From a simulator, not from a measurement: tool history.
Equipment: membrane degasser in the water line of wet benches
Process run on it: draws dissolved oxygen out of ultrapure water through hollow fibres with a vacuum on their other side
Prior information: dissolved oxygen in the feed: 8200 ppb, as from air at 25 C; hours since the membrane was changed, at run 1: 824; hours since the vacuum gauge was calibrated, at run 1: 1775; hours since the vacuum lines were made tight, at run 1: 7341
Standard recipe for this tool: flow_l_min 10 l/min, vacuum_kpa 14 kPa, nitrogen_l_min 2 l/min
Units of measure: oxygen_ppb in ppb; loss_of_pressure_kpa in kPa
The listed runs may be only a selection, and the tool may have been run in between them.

run	hour	flow_l_min	vacuum_kpa	nitrogen_l_min	hours since the membrane was changed	hours since the vacuum gauge was calibrated	hours since the vacuum lines were made tight	oxygen_ppb	loss_of_pressure_kpa
1	0	10	14	2	824	1775	7341	186	28.15
2	41.4	10	14	2	866	1816	7383	186.5	28.15
3	92.1	7	14	2	916	1867	7433	105.3	19.81
# hour 134.2: seals of the vacuum lines changed
4	172.9	7	14	2	995	1946	39	103.2	19.85
5	240.5	10	10.5	2	1063	2013	106	144.5	28.27
6	324.8	10	10.5	3.94	1147	2098	191	100.4	28.29
7	405.7	10	10.5	3.94	1228	2178	272	99.9	27.96
8	455.6	10	25.3	3.94	1278	2228	321	192	28.11
9	498.1	10	14	2	1320	2271	364	185.3	28.01
10	577.6	10	14	2	1400	2350	443	183.4	28.04
11	629.2	10	15.9	2	1452	2402	495	204.6	28.36
12	728.8	10	15.9	2	1551	2502	595	208.8	28.22
13	795	10	14	2	1617	2568	661	187.3	28.25
14	849.3	10	14	2	1672	2622	715	186.7	28.55
15	935.3	10	14	2	1758	2708	801	184.3	28.51
16	1036.5	9	14	2	1859	2809	902	151.7	25.34
17	1078.6	7	14	1.12	1901	2851	944	171.9	19.81
18	1133.1	10	19.2	1.12	1955	2906	999	383	28.48
19	1224.5	10	14	2.6	2047	2997	1090	159.5	28.74
20	1298.7	10	14	2.6	2121	3071	1164	158	28.65
21	1362.8	8	25.9	5.87	2185	3136	1229	100.2	22.7
22	1444.8	10	22.9	2	2267	3218	1311	291.3	28.27
23	1521.7	10	14	2	2344	3294	1387	186.1	28.56
24	1613.2	8	11.5	2	2436	3386	1479	103	23.13
25	1661.2	16	31.6	2	2484	3434	1527	755.2	45.76
26	1727.7	7	14	1.86	2550	3500	1593	113.3	19.81
27	1815.5	14	15.6	2.38	2638	3588	1681	351.5	40.1
28	1863.1	11	15.5	2	2685	3636	1729	243.9	31.53
29	1905.2	10	17.3	3.82	2728	3678	1771	152.2	28.84
30	1970	9	10.3	4.99	2792	3743	1836	68.5	25.94
31	2039.3	13	11	2	2862	3812	1905	270.7	37.47

Measured less the same run without the tool's hidden state. The same run-to-run variation is in both; the gauge's scatter may not be:
The tool's hidden condition here consists of: membrane still open, %; true pressure behind the membrane over the reading, kPa; air that leaks in behind the membrane, l/min; drift of the gauge itself on oxygen_ppb, %; drift of the gauge itself on loss_of_pressure_kpa, %.
run	oxygen_ppb	loss_of_pressure_kpa
1	+4.7	+0.17
2	+4.9	+0.18
3	+3.6	+0.13
4	+1.3	+0.14
5	+3.1	+0.22
6	+2.9	+0.24
7	+3.1	+0.26
8	+3.3	+0.27
9	+3.9	+0.27
10	+4.1	+0.3
11	+4.2	+0.31
12	+4.7	+0.32
13	+4.8	+0.34
14	+4.9	+0.35
15	+5.1	+0.38
16	+4.2	+0.36
17	+3.4	+0.28
18	+7.1	+0.41
19	+5.8	+0.44
20	+5.9	+0.45
21	+2.9	+0.37
22	+7.1	+0.49
23	+6.9	+0.51
24	+4.1	+0.43
25	+18.9	+0.86
26	+3.4	+0.38
27	+15.7	+0.8
28	+10	+0.64
29	+7.3	+0.59
30	+5	+0.55
31	+15.3	+0.81
